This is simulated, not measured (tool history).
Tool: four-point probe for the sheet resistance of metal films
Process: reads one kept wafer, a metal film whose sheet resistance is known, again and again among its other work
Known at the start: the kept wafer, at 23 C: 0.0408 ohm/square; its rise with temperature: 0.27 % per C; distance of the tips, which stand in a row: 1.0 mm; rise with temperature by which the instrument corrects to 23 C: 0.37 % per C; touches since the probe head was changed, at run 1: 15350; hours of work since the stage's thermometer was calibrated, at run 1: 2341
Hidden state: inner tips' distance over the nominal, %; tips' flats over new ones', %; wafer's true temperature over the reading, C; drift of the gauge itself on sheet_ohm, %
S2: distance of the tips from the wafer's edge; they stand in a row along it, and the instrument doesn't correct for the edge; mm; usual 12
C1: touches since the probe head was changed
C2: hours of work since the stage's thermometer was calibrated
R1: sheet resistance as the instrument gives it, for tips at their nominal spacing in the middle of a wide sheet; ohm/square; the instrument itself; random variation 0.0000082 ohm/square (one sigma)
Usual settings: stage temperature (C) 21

{"run": 1, "hour": 0.0, "stage temperature (C)": 21, "S2": 12, "C1": 15350, "C2": 2341, "R1": 0.040968}
{"run": 2, "hour": 19.0, "stage temperature (C)": 21, "S2": 12, "C1": 15702, "C2": 2353, "R1": 0.040964}
{"run": 3, "hour": 36.1, "stage temperature (C)": 21, "S2": 12, "C1": 16018, "C2": 2363, "R1": 0.040964}
{"run": 4, "hour": 54.9, "stage temperature (C)": 21, "S2": 12, "C1": 16366, "C2": 2375, "R1": 0.040964}
{"run": 5, "hour": 71.6, "stage temperature (C)": 21, "S2": 12, "C1": 16675, "C2": 2386, "R1": 0.040963}
{"run": 6, "hour": 83.6, "stage temperature (C)": 21, "S2": 8, "C1": 16898, "C2": 2394, "R1": 0.041142}
{"run": 7, "hour": 101.7, "stage temperature (C)": 30, "S2": 12, "C1": 17234, "C2": 2405, "R1": 0.040588}
{"run": 8, "hour": 111.0, "stage temperature (C)": 30, "S2": 12, "C1": 17406, "C2": 2411, "R1": 0.040612}
{"run": 9, "hour": 130.7, "stage temperature (C)": 30, "S2": 6, "C1": 17770, "C2": 2424, "R1": 0.041028}
{"run": 10, "hour": 141.4, "stage temperature (C)": 30, "S2": 50, "C1": 17969, "C2": 2430, "R1": 0.040452}
{"run": 11, "hour": 161.9, "stage temperature (C)": 27, "S2": 12, "C1": 18349, "C2": 2443, "R1": 0.04071}
{"hour": 164.1, "done": "stage's thermometer calibrated"}
{"run": 12, "hour": 176.4, "stage temperature (C)": 27, "S2": 12, "C1": 18607, "C2": 8, "R1": 0.040703}
{"run": 13, "hour": 190.3, "stage temperature (C)": 27, "S2": 12, "C1": 18865, "C2": 17, "R1": 0.040741}
{"run": 14, "hour": 199.2, "stage temperature (C)": 27, "S2": 12, "C1": 19029, "C2": 22, "R1": 0.040724}
{"run": 15, "hour": 219.9, "stage temperature (C)": 21, "S2": 12, "C1": 19412, "C2": 35, "R1": 0.040964}
{"run": 16, "hour": 229.6, "stage temperature (C)": 21, "S2": 12, "C1": 19593, "C2": 42, "R1": 0.040951}
{"run": 17, "hour": 246.0, "stage temperature (C)": 21, "S2": 12, "C1": 19896, "C2": 52, "R1": 0.040958}
{"run": 18, "hour": 262.8, "stage temperature (C)": 21, "S2": 12, "C1": 20208, "C2": 63, "R1": 0.040949}
{"hour": 264.3, "done": "stage's thermometer calibrated, once more"}
{"run": 19, "hour": 275.8, "stage temperature (C)": 21, "S2": 6, "C1": 20439, "C2": 7, "R1": 0.041306}
{"run": 20, "hour": 293.8, "stage temperature (C)": 35, "S2": 12, "C1": 20772, "C2": 19, "R1": 0.040333}
{"run": 21, "hour": 310.6, "stage temperature (C)": 35, "S2": 12, "C1": 21083, "C2": 29, "R1": 0.040325}
{"run": 22, "hour": 329.1, "stage temperature (C)": 20, "S2": 51, "C1": 21425, "C2": 41, "R1": 0.040769}
{"run": 23, "hour": 338.4, "stage temperature (C)": 20, "S2": 51, "C1": 21598, "C2": 47, "R1": 0.04077}
{"run": 24, "hour": 352.1, "stage temperature (C)": 30, "S2": 3, "C1": 21853, "C2": 56, "R1": 0.042638}
{"run": 25, "hour": 360.7, "stage temperature (C)": 24, "S2": 5, "C1": 22012, "C2": 61, "R1": 0.041446}
{"run": 26, "hour": 371.3, "stage temperature (C)": 21, "S2": 3, "C1": 22208, "C2": 68, "R1": 0.043001}
{"run": 27, "hour": 388.8, "stage temperature (C)": 34, "S2": 12, "C1": 22531, "C2": 79, "R1": 0.040361}
{"run": 28, "hour": 404.7, "stage temperature (C)": 34, "S2": 12, "C1": 22825, "C2": 89, "R1": 0.040357}
{"run": 29, "hour": 419.1, "stage temperature (C)": 34, "S2": 12, "C1": 23093, "C2": 98, "R1": 0.040358}
{"run": 30, "hour": 439.6, "stage temperature (C)": 32, "S2": 29, "C1": 23472, "C2": 111, "R1": 0.0403}
{"run": 31, "hour": 449.6, "stage temperature (C)": 32, "S2": 29, "C1": 23657, "C2": 118, "R1": 0.040289}
{"run": 32, "hour": 461.7, "stage temperature (C)": 18, "S2": 29, "C1": 23882, "C2": 125, "R1": 0.040839}
{"run": 33, "hour": 477.2, "stage temperature (C)": 18, "S2": 31, "C1": 24168, "C2": 135, "R1": 0.040863}
{"run": 34, "hour": 494.2, "stage temperature (C)": 18, "S2": 31, "C1": 24485, "C2": 146, "R1": 0.040852}
{"run": 35, "hour": 512.0, "stage temperature (C)": 20, "S2": 59, "C1": 24813, "C2": 157, "R1": 0.04074}
{"run": 36, "hour": 521.3, "stage temperature (C)": 26, "S2": 31, "C1": 24985, "C2": 163, "R1": 0.040542}
{"run": 37, "hour": 530.5, "stage temperature (C)": 28, "S2": 9, "C1": 25156, "C2": 169, "R1": 0.040721}
{"run": 38, "hour": 549.1, "stage temperature (C)": 25, "S2": 3, "C1": 25501, "C2": 181, "R1": 0.042814}
{"run": 39, "hour": 557.7, "stage temperature (C)": 25, "S2": 3, "C1": 25659, "C2": 186, "R1": 0.042825}
{"run": 40, "hour": 567.2, "stage temperature (C)": 25, "S2": 3, "C1": 25835, "C2": 192, "R1": 0.042822}
{"run": 41, "hour": 583.7, "stage temperature (C)": 22, "S2": 17, "C1": 26142, "C2": 203, "R1": 0.040753}
{"run": 42, "hour": 594.4, "stage temperature (C)": 22, "S2": 17, "C1": 26340, "C2": 210, "R1": 0.040734}

Forecast each of these 3 alternatives for the next run:
{"run": "A", "hour": 603.2, "stage temperature (C)": 26, "S2": 3, "C1": 26502, "C2": 215, "R1": "?"}
{"run": "B", "hour": 603.2, "stage temperature (C)": 23, "S2": 6, "C1": 26502, "C2": 215, "R1": "?"}
{"run": "C", "hour": 603.2, "stage temperature (C)": 19, "S2": 28, "C1": 26502, "C2": 215, "R1": "?"}

run=A R1=0.042797
run=B R1=0.041215
run=C R1=0.040814
Without the tool's hidden state the same runs would have given:
run=A R1=0.04299
run=B R1=0.041401
run=C R1=0.040998
